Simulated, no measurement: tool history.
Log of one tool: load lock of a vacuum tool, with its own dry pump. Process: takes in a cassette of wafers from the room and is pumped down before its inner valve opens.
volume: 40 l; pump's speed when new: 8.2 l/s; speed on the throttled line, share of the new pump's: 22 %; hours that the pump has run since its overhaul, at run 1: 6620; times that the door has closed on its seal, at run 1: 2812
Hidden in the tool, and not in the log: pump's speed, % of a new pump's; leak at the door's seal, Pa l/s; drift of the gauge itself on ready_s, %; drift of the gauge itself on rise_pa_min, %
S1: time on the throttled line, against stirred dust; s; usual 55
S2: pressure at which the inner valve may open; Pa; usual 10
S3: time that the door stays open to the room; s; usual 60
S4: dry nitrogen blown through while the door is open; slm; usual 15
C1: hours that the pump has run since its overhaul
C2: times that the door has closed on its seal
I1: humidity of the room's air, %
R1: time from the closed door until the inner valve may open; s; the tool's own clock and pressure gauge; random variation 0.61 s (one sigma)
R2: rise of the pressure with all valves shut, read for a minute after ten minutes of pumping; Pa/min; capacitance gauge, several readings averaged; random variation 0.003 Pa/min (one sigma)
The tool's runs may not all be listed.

Run 1, day 0: usual settings; C1 6620; C2 2812; I1 42.7. Result: R1 90.3 s, R2 0.027 Pa/min.
Run 2, day 3.021: usual settings but S2 14 Pa; C1 6692; C2 3064; I1 48.5. Result: R1 88 s, R2 0.032 Pa/min.
Run 3, day 5.596: usual settings but S2 14 Pa; C1 6754; C2 3278; I1 44.4. Result: R1 88.7 s, R2 0.037 Pa/min.
Run 4, day 7.979: usual settings but S2 14 Pa; C1 6811; C2 3476; I1 47.9. Result: R1 89.3 s, R2 0.037 Pa/min.
Run 5, day 11.629: usual settings but S2 14 Pa, S4 4 slm; C1 6899; C2 3779; I1 43.4. Result: R1 88.3 s, R2 0.057 Pa/min.
Run 6, day 15.446: usual settings but S1 94 s; C1 6991; C2 4097; I1 45.9. Result: R1 119 s, R2 0.039 Pa/min.
Run 7, day 17.292: usual settings but S1 94 s, S2 17 Pa; C1 7035; C2 4251; I1 46.6. Result: R1 117 s, R2 0.031 Pa/min.
Run 8, day 19.529: usual settings but S1 94 s, S2 17 Pa; C1 7089; C2 4437; I1 43.6. Result: R1 116.4 s, R2 0.033 Pa/min.
Run 9, day 22.721: usual settings but S1 39 s, S2 17 Pa, S3 87 s, S4 6 slm; C1 7165; C2 4702; I1 45.6. Result: R1 74.3 s, R2 0.064 Pa/min.
Run 10, day 25.988: usual settings but S1 39 s, S2 17 Pa, S3 55 s, S4 23 slm; C1 7244; C2 4974; I1 45.8. Result: R1 75.7 s, R2 0.033 Pa/min.
Run 11, day 28.204: usual settings but S1 42 s, S2 18 Pa, S3 55 s, S4 18 slm; C1 7297; C2 5158; I1 48.3. Result: R1 77 s, R2 0.039 Pa/min.
Run 12, day 29.912: usual settings but S1 42 s, S3 216 s, S4 18 slm; C1 7338; C2 5300; I1 43.2. Result: R1 79.8 s, R2 0.055 Pa/min.
Run 13, day 33.233: usual settings but S1 42 s, S3 216 s, S4 18 slm; C1 7417; C2 5577; I1 45.3. Result: R1 80.4 s, R2 0.058 Pa/min.
Run 14, day 36.996: usual settings but S3 205 s, S4 24 slm; C1 7508; C2 5889; I1 44.3. Result: R1 90.6 s, R2 0.046 Pa/min.
Run 15, day 40.408: usual settings but S1 37 s, S2 8 Pa, S3 118 s, S4 13 slm; C1 7590; C2 6173; I1 46.2. Result: R1 77.9 s, R2 0.053 Pa/min.
Run 16, day 42.721: usual settings but S1 57 s, S2 7 Pa, S3 110 s, S4 5 slm; C1 7645; C2 6366; I1 46. Result: R1 93.4 s, R2 0.084 Pa/min.

3 ways to go on from here, each from the tool as it stands after run 16. What would each give?
Run A, day 45.329: usual settings but S1 57 s, S2 14 Pa, S3 110 s, S4 5 slm; C1 7708; C2 6583; I1 45.2. Result: R1 ?, R2 ?.
Run B, day 45.329: usual settings but S1 57 s, S2 12 Pa, S3 110 s, S4 6 slm; C1 7708; C2 6583; I1 46.3. Result: R1 ?, R2 ?.
Run C, day 45.329: usual settings but S1 57 s, S2 12 Pa, S3 226 s, S4 6 slm; C1 7708; C2 6583; I1 46.6. Result: R1 ?, R2 ?.

run    R1     R2
  A  89.5  0.079
  B  91.5  0.074
  C  90.5  0.107
Without the tool's hidden state the same runs would have given:
run    R1     R2
  A  87.8  0.063
  B  89.7  0.058
  C  88.8  0.091
